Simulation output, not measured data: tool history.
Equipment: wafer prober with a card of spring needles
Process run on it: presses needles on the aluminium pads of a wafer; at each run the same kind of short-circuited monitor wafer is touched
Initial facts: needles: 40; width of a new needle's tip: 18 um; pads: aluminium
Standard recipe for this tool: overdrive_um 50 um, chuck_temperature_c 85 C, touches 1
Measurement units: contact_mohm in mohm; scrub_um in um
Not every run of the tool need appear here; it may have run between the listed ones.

{"run": 1, "hour": 0.0, "overdrive_um": 50, "chuck_temperature_c": 85, "touches": 1, "contact_mohm": 214, "scrub_um": 8.7}
{"hour": 4.4, "done": "tips cleaned on abrasive film"}
{"hour": 21.6, "done": "tips cleaned on abrasive film"}
{"hour": 38.8, "done": "tips cleaned on abrasive film"}
{"hour": 60.1, "done": "tips cleaned on abrasive film"}
{"hour": 77.4, "done": "tips cleaned on abrasive film"}
{"run": 2, "hour": 88.9, "overdrive_um": 50, "chuck_temperature_c": 85, "touches": 1, "contact_mohm": 214, "scrub_um": 8.66}
{"hour": 97.1, "done": "tips cleaned on abrasive film"}
{"hour": 118.4, "done": "tips cleaned on abrasive film"}
{"hour": 139.6, "done": "tips cleaned on abrasive film"}
{"run": 3, "hour": 144.0, "overdrive_um": 50, "chuck_temperature_c": 85, "touches": 1, "contact_mohm": 213, "scrub_um": 8.69}
{"hour": 160.6, "done": "tips cleaned on abrasive film"}
{"hour": 182.1, "done": "tips cleaned on abrasive film"}
{"hour": 203.5, "done": "tips cleaned on abrasive film"}
{"hour": 224.7, "done": "tips cleaned on abrasive film"}
{"run": 4, "hour": 230.6, "overdrive_um": 40, "chuck_temperature_c": 85, "touches": 1, "contact_mohm": 212, "scrub_um": 6.88}
{"hour": 243.6, "done": "tips cleaned on abrasive film"}
{"hour": 264.6, "done": "tips cleaned on abrasive film"}
{"hour": 286.1, "done": "tips cleaned on abrasive film"}
{"run": 5, "hour": 286.6, "overdrive_um": 50, "chuck_temperature_c": 85, "touches": 1, "contact_mohm": 213, "scrub_um": 8.59}
{"hour": 303.4, "done": "tips cleaned on abrasive film"}
{"hour": 320.7, "done": "tips cleaned on abrasive film"}
{"hour": 342.2, "done": "tips cleaned on abrasive film"}
{"run": 6, "hour": 347.7, "overdrive_um": 50, "chuck_temperature_c": 85, "touches": 1, "contact_mohm": 210, "scrub_um": 8.59}
{"hour": 360.6, "done": "tips cleaned on abrasive film"}
{"hour": 382.1, "done": "tips cleaned on abrasive film"}
{"hour": 403.3, "done": "tips cleaned on abrasive film"}
{"hour": 422.5, "done": "tips cleaned on abrasive film"}
{"run": 7, "hour": 422.5, "overdrive_um": 50, "chuck_temperature_c": 85, "touches": 1, "contact_mohm": 210, "scrub_um": 8.61}
{"hour": 439.7, "done": "tips cleaned on abrasive film"}
{"hour": 457.0, "done": "tips cleaned on abrasive film"}
{"run": 8, "hour": 473.8, "overdrive_um": 50, "chuck_temperature_c": 85, "touches": 1, "contact_mohm": 212, "scrub_um": 8.51}
{"hour": 478.1, "done": "tips cleaned on abrasive film"}
{"hour": 495.4, "done": "tips cleaned on abrasive film"}
{"hour": 516.8, "done": "tips cleaned on abrasive film"}
{"hour": 536.3, "done": "tips cleaned on abrasive film"}
{"run": 9, "hour": 536.3, "overdrive_um": 50, "chuck_temperature_c": 85, "touches": 1, "contact_mohm": 209, "scrub_um": 8.51}
{"hour": 553.5, "done": "tips cleaned on abrasive film"}
{"hour": 574.9, "done": "tips cleaned on abrasive film"}
{"run": 10, "hour": 579.2, "overdrive_um": 50, "chuck_temperature_c": 85, "touches": 1, "contact_mohm": 211, "scrub_um": 8.54}
{"hour": 592.2, "done": "tips cleaned on abrasive film"}
{"hour": 609.4, "done": "tips cleaned on abrasive film"}
{"hour": 630.9, "done": "tips cleaned on abrasive film"}
{"run": 11, "hour": 632.7, "overdrive_um": 50, "chuck_temperature_c": 85, "touches": 1, "contact_mohm": 213, "scrub_um": 8.49}
{"hour": 649.9, "done": "tips cleaned on abrasive film"}
{"hour": 671.2, "done": "tips cleaned on abrasive film"}
{"hour": 671.5, "done": "height of the first contact set anew"}
{"hour": 692.6, "done": "tips cleaned on abrasive film"}
{"run": 12, "hour": 702.1, "overdrive_um": 50, "chuck_temperature_c": 85, "touches": 1, "contact_mohm": 211, "scrub_um": 8.5}
{"hour": 710.7, "done": "tips cleaned on abrasive film"}
{"hour": 731.9, "done": "tips cleaned on abrasive film"}
{"hour": 752.9, "done": "tips cleaned on abrasive film"}
{"hour": 770.1, "done": "tips cleaned on abrasive film"}
{"hour": 787.4, "done": "tips cleaned on abrasive film"}
{"run": 13, "hour": 793.9, "overdrive_um": 50, "chuck_temperature_c": 85, "touches": 1, "contact_mohm": 210, "scrub_um": 8.46}
{"hour": 806.8, "done": "tips cleaned on abrasive film"}
{"hour": 828.3, "done": "tips cleaned on abrasive film"}
{"hour": 849.5, "done": "tips cleaned on abrasive film"}
{"hour": 866.7, "done": "tips cleaned on abrasive film"}
{"run": 14, "hour": 883.2, "overdrive_um": 48, "chuck_temperature_c": 48, "touches": 1, "contact_mohm": 204, "scrub_um": 8.13}
{"hour": 887.5, "done": "tips cleaned on abrasive film"}
{"hour": 904.8, "done": "tips cleaned on abrasive film"}
{"hour": 926.3, "done": "tips cleaned on abrasive film"}
{"run": 15, "hour": 939.3, "overdrive_um": 64, "chuck_temperature_c": 58, "touches": 1, "contact_mohm": 202, "scrub_um": 10.81}
{"hour": 943.7, "done": "tips cleaned on abrasive film"}
{"hour": 965.2, "done": "tips cleaned on abrasive film"}
{"hour": 986.3, "done": "tips cleaned on abrasive film"}
{"run": 16, "hour": 994.7, "overdrive_um": 50, "chuck_temperature_c": 40, "touches": 3, "contact_mohm": 202, "scrub_um": 8.41}
{"hour": 1003.3, "done": "gauge calibrated"}
{"hour": 1007.6, "done": "tips cleaned on abrasive film"}
{"hour": 1028.8, "done": "tips cleaned on abrasive film"}
{"hour": 1047.3, "done": "tips cleaned on abrasive film"}
{"run": 17, "hour": 1047.3, "overdrive_um": 35, "chuck_temperature_c": 124, "touches": 1, "contact_mohm": 230, "scrub_um": 6.11}
{"hour": 1068.7, "done": "tips cleaned on abrasive film"}
{"hour": 1086.3, "done": "tips cleaned on abrasive film"}
{"run": 18, "hour": 1086.3, "overdrive_um": 66, "chuck_temperature_c": 36, "touches": 1, "contact_mohm": 195, "scrub_um": 11.42}
{"hour": 1107.8, "done": "tips cleaned on abrasive film"}
{"hour": 1125.0, "done": "tips cleaned on abrasive film"}
{"run": 19, "hour": 1133.7, "overdrive_um": 45, "chuck_temperature_c": 54, "touches": 1, "contact_mohm": 208, "scrub_um": 7.78}
{"hour": 1146.5, "done": "tips cleaned on abrasive film"}
{"hour": 1167.3, "done": "tips cleaned on abrasive film"}
{"hour": 1188.7, "done": "tips cleaned on abrasive film"}
{"hour": 1210.2, "done": "tips cleaned on abrasive film"}
{"run": 20, "hour": 1215.6, "overdrive_um": 44, "chuck_temperature_c": 120, "touches": 3, "contact_mohm": 222, "scrub_um": 7.59}
{"hour": 1228.6, "done": "tips cleaned on abrasive film"}
{"hour": 1245.8, "done": "tips cleaned on abrasive film"}
{"hour": 1267.3, "done": "tips cleaned on abrasive film"}
{"run": 21, "hour": 1267.4, "overdrive_um": 44, "chuck_temperature_c": 120, "touches": 3, "contact_mohm": 224, "scrub_um": 7.64}
{"hour": 1284.6, "done": "tips cleaned on abrasive film"}
{"hour": 1301.8, "done": "tips cleaned on abrasive film"}
{"hour": 1322.9, "done": "tips cleaned on abrasive film"}
{"run": 22, "hour": 1323.2, "overdrive_um": 35, "chuck_temperature_c": 27, "touches": 3, "contact_mohm": 202, "scrub_um": 6.01}
{"hour": 1340.4, "done": "tips cleaned on abrasive film"}
{"hour": 1361.3, "done": "tips cleaned on abrasive film"}
{"hour": 1378.9, "done": "tips cleaned on abrasive film"}
{"run": 23, "hour": 1378.9, "overdrive_um": 50, "chuck_temperature_c": 31, "touches": 3, "contact_mohm": 197, "scrub_um": 8.61}
{"hour": 1396.1, "done": "tips cleaned on abrasive film"}
{"hour": 1417.6, "done": "tips cleaned on abrasive film"}
{"hour": 1439.2, "done": "tips cleaned on abrasive film"}
{"hour": 1460.5, "done": "tips cleaned on abrasive film"}
{"run": 24, "hour": 1463.4, "overdrive_um": 54, "chuck_temperature_c": 26, "touches": 1, "contact_mohm": 193, "scrub_um": 9.24}
{"hour": 1480.1, "done": "tips cleaned on abrasive film"}
{"hour": 1484.7, "done": "height of the first contact set anew"}
{"hour": 1497.7, "done": "tips cleaned on abrasive film"}
{"hour": 1518.9, "done": "tips cleaned on abrasive film"}
{"run": 25, "hour": 1534.0, "overdrive_um": 54, "chuck_temperature_c": 26, "touches": 1, "contact_mohm": 200, "scrub_um": 9.23}
{"hour": 1538.4, "done": "tips cleaned on abrasive film"}
{"hour": 1559.9, "done": "tips cleaned on abrasive film"}
{"hour": 1581.4, "done": "tips cleaned on abrasive film"}
{"run": 26, "hour": 1586.3, "overdrive_um": 54, "chuck_temperature_c": 26, "touches": 1, "contact_mohm": 197, "scrub_um": 9.19}

4 options for the next run, each taken on its own from the tool as it stands now. Forecast them:
{"hour": 1599.3, "done": "tips cleaned on abrasive film"}
{"hour": 1620.4, "done": "tips cleaned on abrasive film"}
{"hour": 1641.7, "done": "tips cleaned on abrasive film"}
{"hour": 1662.9, "done": "tips cleaned on abrasive film"}
{"run": "A", "hour": 1665.4, "overdrive_um": 40, "chuck_temperature_c": 32, "touches": 3, "contact_mohm": "?", "scrub_um": "?"}
{"hour": 1599.3, "done": "tips cleaned on abrasive film"}
{"hour": 1620.4, "done": "tips cleaned on abrasive film"}
{"hour": 1641.7, "done": "tips cleaned on abrasive film"}
{"hour": 1662.9, "done": "tips cleaned on abrasive film"}
{"run": "B", "hour": 1665.4, "overdrive_um": 39, "chuck_temperature_c": 41, "touches": 2, "contact_mohm": "?", "scrub_um": "?"}
{"hour": 1599.3, "done": "tips cleaned on abrasive film"}
{"hour": 1620.4, "done": "tips cleaned on abrasive film"}
{"hour": 1641.7, "done": "tips cleaned on abrasive film"}
{"hour": 1662.9, "done": "tips cleaned on abrasive film"}
{"run": "C", "hour": 1665.4, "overdrive_um": 54, "chuck_temperature_c": 59, "touches": 2, "contact_mohm": "?", "scrub_um": "?"}
{"hour": 1599.3, "done": "tips cleaned on abrasive film"}
{"hour": 1620.4, "done": "tips cleaned on abrasive film"}
{"hour": 1641.7, "done": "tips cleaned on abrasive film"}
{"hour": 1662.9, "done": "tips cleaned on abrasive film"}
{"run": "D", "hour": 1665.4, "overdrive_um": 36, "chuck_temperature_c": 26, "touches": 1, "contact_mohm": "?", "scrub_um": "?"}

run=A contact_mohm=204 scrub_um=6.76
run=B contact_mohm=208 scrub_um=6.65
run=C contact_mohm=207 scrub_um=9.22
run=D contact_mohm=205 scrub_um=6.15
With the hidden condition removed and each run's random variation left untouched, the same runs would have given:
run=A contact_mohm=204 scrub_um=6.89
run=B contact_mohm=208 scrub_um=6.78
run=C contact_mohm=207 scrub_um=9.40
run=D contact_mohm=204 scrub_um=6.26
